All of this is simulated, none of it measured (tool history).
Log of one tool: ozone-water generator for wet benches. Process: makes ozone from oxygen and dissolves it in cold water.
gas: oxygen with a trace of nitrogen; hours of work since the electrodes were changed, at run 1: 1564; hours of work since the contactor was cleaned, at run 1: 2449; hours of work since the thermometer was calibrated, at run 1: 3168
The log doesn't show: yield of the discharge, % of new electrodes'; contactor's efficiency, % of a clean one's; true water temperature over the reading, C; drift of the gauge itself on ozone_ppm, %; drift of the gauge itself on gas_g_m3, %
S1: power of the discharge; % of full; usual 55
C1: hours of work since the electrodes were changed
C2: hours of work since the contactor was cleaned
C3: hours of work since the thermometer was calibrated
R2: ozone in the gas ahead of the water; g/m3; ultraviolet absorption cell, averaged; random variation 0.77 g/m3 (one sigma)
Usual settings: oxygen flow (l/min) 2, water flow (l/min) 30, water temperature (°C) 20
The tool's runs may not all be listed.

Run 1, hour 0: usual settings; C1 1564; C2 2449; C3 3168. Result: dissolved ozone (ppm) 3.3, R2 110.5 g/m3.
Run 2, hour 39.7: usual settings; C1 1595; C2 2480; C3 3199. Result: dissolved ozone (ppm) 3.4, R2 110.1 g/m3.
Run 3, hour 73.2: usual settings; C1 1621; C2 2506; C3 3225. Result: dissolved ozone (ppm) 3.4, R2 108.6 g/m3.
Run 4, hour 95.6: usual settings; C1 1638; C2 2523; C3 3243. Result: dissolved ozone (ppm) 3.4, R2 110 g/m3.
Run 5, hour 142.4: usual settings; C1 1675; C2 2560; C3 3279. Result: dissolved ozone (ppm) 3.3, R2 108.8 g/m3.
Run 6, hour 171.4: usual settings but S1 58 % of full; C1 1697; C2 2582; C3 3301. Result: dissolved ozone (ppm) 3.5, R2 112.5 g/m3.
Run 7, hour 214.4: usual settings but S1 58 % of full; C1 1730; C2 2615; C3 3335. Result: dissolved ozone (ppm) 3.3, R2 114.6 g/m3.
Run 8, hour 252.1: usual settings but S1 58 % of full; C1 1760; C2 2645; C3 3364. Result: dissolved ozone (ppm) 3.3, R2 115.2 g/m3.
At hour 291.6: contactor cleaned.
Run 9, hour 298.8: usual settings but S1 98 % of full; C1 1793; C2 6; C3 3397. Result: dissolved ozone (ppm) 5.5, R2 177.9 g/m3.
Run 10, hour 342.4: usual settings but water temperature (°C) 19; C1 1827; C2 39; C3 3431. Result: dissolved ozone (ppm) 3.4, R2 107.9 g/m3.
Run 11, hour 374: usual settings but S1 49 % of full, oxygen flow (l/min) 1.88, water temperature (°C) 13; C1 1851; C2 64; C3 3455. Result: dissolved ozone (ppm) 3.1, R2 101 g/m3.
Run 12, hour 417.8: usual settings but S1 49 % of full, oxygen flow (l/min) 1.88, water temperature (°C) 13; C1 1885; C2 98; C3 3489. Result: dissolved ozone (ppm) 3.2, R2 99.9 g/m3.
Run 13, hour 464.2: usual settings but S1 80 % of full, oxygen flow (l/min) 1.63, water temperature (°C) 13; C1 1921; C2 134; C3 3525. Result: dissolved ozone (ppm) 4.4, R2 162.6 g/m3.
Run 14, hour 511.8: usual settings but S1 80 % of full, oxygen flow (l/min) 1.63, water temperature (°C) 13; C1 1958; C2 171; C3 3562. Result: dissolved ozone (ppm) 4.5, R2 160.9 g/m3.
Run 15, hour 542.4: usual settings but S1 61 % of full, oxygen flow (l/min) 1.19, water flow (l/min) 20, water temperature (°C) 23; C1 1981; C2 194; C3 3586. Result: dissolved ozone (ppm) 4.5, R2 148.4 g/m3.
Run 16, hour 585.9: usual settings but water temperature (°C) 12; C1 2015; C2 228; C3 3619. Result: dissolved ozone (ppm) 3.3, R2 108.1 g/m3.
Run 17, hour 621.2: usual settings but water flow (l/min) 26, water temperature (°C) 12; C1 2043; C2 255; C3 3647. Result: dissolved ozone (ppm) 4.3, R2 106.9 g/m3.

How the hidden state differs across the entries between the runs, from the last listed run before each to the first after it:
Between runs 8 and 9: contactor cleaned (hour 291.6)
  yield of the discharge, % of new electrodes': 91.4 -> 91.2; contactor's efficiency, % of a clean one's: 91.3 -> 99.6; true water temperature over the reading, C: 0.18 -> 0.19
  measured less the result without the state, dissolved ozone (ppm): -0.5 -> -0.7; R2: -9 -> -22.4 g/m3

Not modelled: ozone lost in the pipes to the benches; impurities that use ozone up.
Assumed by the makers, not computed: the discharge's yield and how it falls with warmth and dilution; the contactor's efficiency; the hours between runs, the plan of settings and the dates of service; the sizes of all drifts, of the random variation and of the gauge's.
